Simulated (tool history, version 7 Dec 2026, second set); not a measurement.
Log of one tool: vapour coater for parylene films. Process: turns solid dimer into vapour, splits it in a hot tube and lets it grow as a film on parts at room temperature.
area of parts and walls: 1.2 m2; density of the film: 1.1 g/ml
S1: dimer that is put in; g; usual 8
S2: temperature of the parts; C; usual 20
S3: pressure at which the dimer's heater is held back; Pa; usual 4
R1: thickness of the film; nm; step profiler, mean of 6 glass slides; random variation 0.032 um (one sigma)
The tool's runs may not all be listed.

run 1 hour=0 | S1=8 S2=20 S3=4 | R1=3100
run 2 hour=83.3 | S1=3 S2=20 S3=4 | R1=1140
run 3 hour=161.3 | S1=8 S2=20 S3=4 | R1=3010
run 4 hour=233.1 | S1=8 S2=20 S3=4 | R1=2970
run 5 hour=290.5 | S1=3 S2=20 S3=4 | R1=1070
run 6 hour=331.6 | S1=8 S2=20 S3=3.08 | R1=3040
run 7 hour=387.3 | S1=8 S2=20 S3=3.08 | R1=2970
run 8 hour=450.2 | S1=8 S2=13 S3=4 | R1=4010
run 9 hour=500.8 | S1=8 S2=13 S3=11.22 | R1=3650
run 10 hour=559.1 | S1=8 S2=15 S3=4 | R1=3590
run 11 hour=629.4 | S1=8 S2=20 S3=5 | R1=2650
run 12 hour=696.6 | S1=8 S2=20 S3=5 | R1=2670
-- hour=718.6 trap's valve overhauled
run 13 hour=738.7 | S1=8 S2=20 S3=5 | R1=3040
run 14 hour=807.3 | S1=8 S2=20 S3=5 | R1=2970
run 15 hour=861.3 | S1=8 S2=20 S3=4 | R1=3060
run 16 hour=899.8 | S1=8 S2=20 S3=4 | R1=3010
run 17 hour=947.5 | S1=8 S2=20 S3=4 | R1=2990
run 18 hour=1003.8 | S1=8 S2=20 S3=4 | R1=2970
run 19 hour=1078.7 | S1=8 S2=20 S3=4 | R1=2860
run 20 hour=1118 | S1=8 S2=20 S3=4 | R1=2830
run 21 hour=1165.1 | S1=8 S2=22 S3=4 | R1=2520
run 22 hour=1220.5 | S1=8 S2=22 S3=4 | R1=2540
run 23 hour=1283.6 | S1=8 S2=22 S3=4 | R1=2470
run 24 hour=1324.7 | S1=8 S2=22 S3=4 | R1=2470
run 25 hour=1387.4 | S1=8 S2=22 S3=4 | R1=2420
run 26 hour=1468.4 | S1=5 S2=30 S3=10.06 | R1=940
-- hour=1493.2 trap's valve overhauled
run 27 hour=1532.3 | S1=4 S2=22 S3=2.24 | R1=1430
run 28 hour=1582.4 | S1=12 S2=22 S3=2.7 | R1=4200
run 29 hour=1634.4 | S1=6 S2=25 S3=3.26 | R1=1770
run 30 hour=1700.6 | S1=7 S2=19 S3=9.64 | R1=2530
run 31 hour=1751.1 | S1=10 S2=15 S3=4 | R1=4650
run 32 hour=1829.2 | S1=6 S2=20 S3=11.91 | R1=1940
run 33 hour=1902.6 | S1=5 S2=14 S3=5.02 | R1=2360
run 34 hour=1949.6 | S1=13 S2=14 S3=8.62 | R1=5630
run 35 hour=2014.9 | S1=13 S2=14 S3=8.62 | R1=5650
run 36 hour=2089.5 | S1=4 S2=20 S3=4 | R1=1370
run 37 hour=2140 | S1=5 S2=14 S3=4 | R1=2220
run 38 hour=2174.4 | S1=8 S2=31 S3=4 | R1=1550
run 39 hour=2254.3 | S1=5 S2=28 S3=2.8 | R1=1110
-- hour=2273.6 trap's valve overhauled
run 40 hour=2295.9 | S1=6 S2=28 S3=2.84 | R1=1590
run 41 hour=2339 | S1=6 S2=28 S3=7.83 | R1=1430
run 42 hour=2412.9 | S1=6 S2=28 S3=7.83 | R1=1400
run 43 hour=2484.7 | S1=8 S2=31 S3=2.73 | R1=1720
run 44 hour=2525.9 | S1=12 S2=20 S3=2.61 | R1=4470
run 45 hour=2606.1 | S1=8 S2=14 S3=7.35 | R1=3630
run 46 hour=2660.4 | S1=5 S2=16 S3=4.59 | R1=2120

Forecast each of these 3 alternatives for the next run:
run A hour=2727.6 | S1=5 S2=16 S3=4.86 | R1=?
run B hour=2727.6 | S1=4 S2=24 S3=2.22 | R1=?
run C hour=2727.6 | S1=5 S2=24 S3=11.04 | R1=?

run=A R1=2080
run=B R1=1220
run=C R1=1320
Without the tool's hidden state the same runs would have given:
run=A R1=2390
run=B R1=1400
run=C R1=1510

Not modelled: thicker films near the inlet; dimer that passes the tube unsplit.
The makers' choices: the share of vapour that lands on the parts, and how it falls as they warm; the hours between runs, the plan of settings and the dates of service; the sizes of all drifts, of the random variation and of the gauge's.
